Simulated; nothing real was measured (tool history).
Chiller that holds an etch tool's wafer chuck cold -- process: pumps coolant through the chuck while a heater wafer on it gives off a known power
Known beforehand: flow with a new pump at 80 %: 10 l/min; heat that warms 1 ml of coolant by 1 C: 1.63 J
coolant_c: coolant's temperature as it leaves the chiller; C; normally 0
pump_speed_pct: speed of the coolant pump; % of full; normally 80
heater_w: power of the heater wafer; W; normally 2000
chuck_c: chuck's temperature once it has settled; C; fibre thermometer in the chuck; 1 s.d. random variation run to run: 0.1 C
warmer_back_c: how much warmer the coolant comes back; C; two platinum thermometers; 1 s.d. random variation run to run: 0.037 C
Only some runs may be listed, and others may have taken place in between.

run	hour	coolant_c	pump_speed_pct	heater_w	chuck_c	warmer_back_c
1	0.0	0	80	2000	15.9	7.36
2	26.0	0	64	2000	18.5	9.33
3	50.9	0	64	2000	18.5	9.23
4	78.9	0	64	2000	18.5	9.29
5	115.6	0	64	2000	18.4	9.28
6	133.4	0	64	2000	18.5	9.22
7	161.2	0	64	2000	18.4	9.27
8	192.8	0	80	1139	9.2	4.26
# hour 211.9: coolant changed, channels flushed
9	231.4	0	80	2894	19.9	10.69
10	268.2	0	80	2894	20.1	10.80
11	302.3	0	80	2000	14.0	7.42
12	339.9	0	80	2000	13.6	7.44
13	377.2	0	80	2000	13.9	7.45
14	393.1	0	86	2000	13.3	6.95
15	424.8	0	86	2000	13.2	6.91
# hour 432.1: coolant pump overhauled
16	446.9	0	88	2000	13.2	6.72
17	481.1	-8	80	2000	6.1	7.49
18	504.7	-8	80	2000	6.0	7.48
# hour 539.3: coolant pump overhauled, once more
19	547.4	-8	80	2000	5.9	7.39
20	573.4	-8	80	2000	5.6	7.44
21	602.1	0	94	1110	6.9	3.56
22	636.5	0	80	1623	11.2	6.00
23	675.4	-2	87	2000	11.2	6.91
24	713.0	-1	80	1223	7.5	4.51
25	734.2	-1	67	1064	7.1	4.75

What does the tool deliver on the next run?
26	771.6	-5	83	1926	?	?

{"run 26": {"chuck_c": 8.1, "warmer_back_c": 6.9}}
Were there no unlogged condition in the tool, this run, its random variation unchanged, would have produced chuck_c 8.0 C, warmer_back_c 6.86 C.

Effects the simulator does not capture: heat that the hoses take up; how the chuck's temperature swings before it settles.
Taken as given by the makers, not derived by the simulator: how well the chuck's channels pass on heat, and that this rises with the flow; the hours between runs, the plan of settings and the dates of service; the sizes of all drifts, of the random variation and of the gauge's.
